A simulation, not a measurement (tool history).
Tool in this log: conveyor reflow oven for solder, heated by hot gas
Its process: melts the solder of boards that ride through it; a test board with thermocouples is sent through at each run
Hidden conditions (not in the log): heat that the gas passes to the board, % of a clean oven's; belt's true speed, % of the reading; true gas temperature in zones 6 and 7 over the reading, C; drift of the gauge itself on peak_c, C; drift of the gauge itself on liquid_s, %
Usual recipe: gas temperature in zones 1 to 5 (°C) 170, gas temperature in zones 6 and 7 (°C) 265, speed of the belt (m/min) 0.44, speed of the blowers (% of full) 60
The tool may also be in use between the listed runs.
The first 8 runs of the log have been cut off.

run,hour,gas temperature in zones 1 to 5 (°C),gas temperature in zones 6 and 7 (°C),speed of the belt (m/min),speed of the blowers (% of full),hours of work since the flux was cleaned out,hours of work since the belt drive was overhauled,hours of work since the thermocouples were changed,highest temperature of the board (°C),time above the solder's melting point (s)
9,160.4,170,265,0.355,66,286,541,326,256.5,80
10,173.8,170,265,0.355,66,293,549,334,256.2,80.6
11,189.3,170,265,0.355,66,302,558,343,256,80.4
12,214,170,265,0.44,60,316,571,357,248.9,57.4
13,225.2,170,265,0.44,60,322,578,363,249,57
14,244.5,170,265,0.44,60,333,589,374,249.2,57.3
15,267.9,170,265,0.44,60,346,602,387,249.6,57.1
16,294.8,176,266,0.368,60,362,617,402,255.7,78.7
17,313.2,174,266,0.368,66,372,627,412,256.1,79.4
18,333.9,174,266,0.368,66,384,639,424,256.6,79
# hour 353.1: flux residue cleaned out of gas plates and filters
19,354.1,158,265,0.44,60,1,648,433,246.7,51.1
20,368.2,158,265,0.44,60,8,655,441,246.4,51.4
21,392.2,158,265,0.44,60,22,669,454,247,51.7
22,419,158,259,0.44,60,37,684,469,241,46.2
23,436.6,158,259,0.44,60,47,694,479,241.7,46.1
24,449.8,170,261,0.391,60,54,701,487,248.6,66.1
25,463.9,170,261,0.391,60,62,709,495,248.9,65.7
26,487.4,170,265,0.44,78,76,723,508,253.1,62.1
27,499.8,167,265,0.397,60,83,730,515,251.9,65.6
28,521.7,177,265,0.397,72,95,742,527,254.6,73.5

Run 29, settings as shown, results not yet in. Your forecast:
29,546.9,170,265,0.44,60,109,756,541,?,?

Run 29 gave highest temperature of the board (°C) 248.6, time above the solder's melting point (s) 57.3.
With the hidden condition absent and the run-to-run variation left alone, this run would have shown highest temperature of the board (°C) 248.7, time above the solder's melting point (s) 57.3.

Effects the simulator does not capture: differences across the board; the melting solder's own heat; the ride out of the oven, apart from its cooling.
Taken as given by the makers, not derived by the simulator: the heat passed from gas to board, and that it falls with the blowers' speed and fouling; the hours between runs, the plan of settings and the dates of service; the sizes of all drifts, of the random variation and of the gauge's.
